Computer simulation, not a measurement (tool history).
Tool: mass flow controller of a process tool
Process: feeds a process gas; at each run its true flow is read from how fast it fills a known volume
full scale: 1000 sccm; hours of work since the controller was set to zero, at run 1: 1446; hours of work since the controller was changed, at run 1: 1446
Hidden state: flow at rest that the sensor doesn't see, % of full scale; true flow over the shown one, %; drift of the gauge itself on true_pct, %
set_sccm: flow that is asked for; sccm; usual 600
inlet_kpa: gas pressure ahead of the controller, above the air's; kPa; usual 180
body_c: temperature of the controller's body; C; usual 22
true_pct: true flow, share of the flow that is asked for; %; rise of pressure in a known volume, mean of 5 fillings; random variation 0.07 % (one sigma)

run	hour	set_sccm	inlet_kpa	body_c	hours of work since the controller was set to zero	hours of work since the controller was changed	true_pct
1	0	600	180	22	1446	1446	98.66
2	137.2	600	233	22	1525	1525	98.35
3	343.7	600	233	22	1644	1644	98.48
4	541.1	600	233	22	1758	1758	98.5
5	662.9	600	213	22	1828	1828	98.57
6	778.6	600	244	22	1894	1894	98.5
7	914.2	600	244	22	1972	1972	98.24
8	1088.8	600	244	22	2073	2073	98.39
9	1307.9	600	244	22	2199	2199	98.42
10	1425.3	650	164	20	2266	2266	98.81
11	1528.9	335	216	38	2326	2326	98.69
12	1629	600	187	22	2384	2384	98.61
13	1753.8	600	187	22	2455	2455	98.73
14	1854.9	600	187	22	2513	2513	98.71
15	2096.1	227	279	33	2652	2652	97.4

Forecast each of these 5 alternatives for the next run:
A	2230.9	600	173	30	2730	2730	?
B	2230.9	237	179	33	2730	2730	?
C	2230.9	600	183	24	2730	2730	?
D	2230.9	263	210	40	2730	2730	?
E	2230.9	600	180	22	2730	2730	?

run	true_pct
A	99.53
B	97.82
C	98.99
D	98.56
E	98.74
Without the tool's hidden state the same runs would have given:
run	true_pct
A	99.2
B	98.09
C	98.66
D	98.73
E	98.42
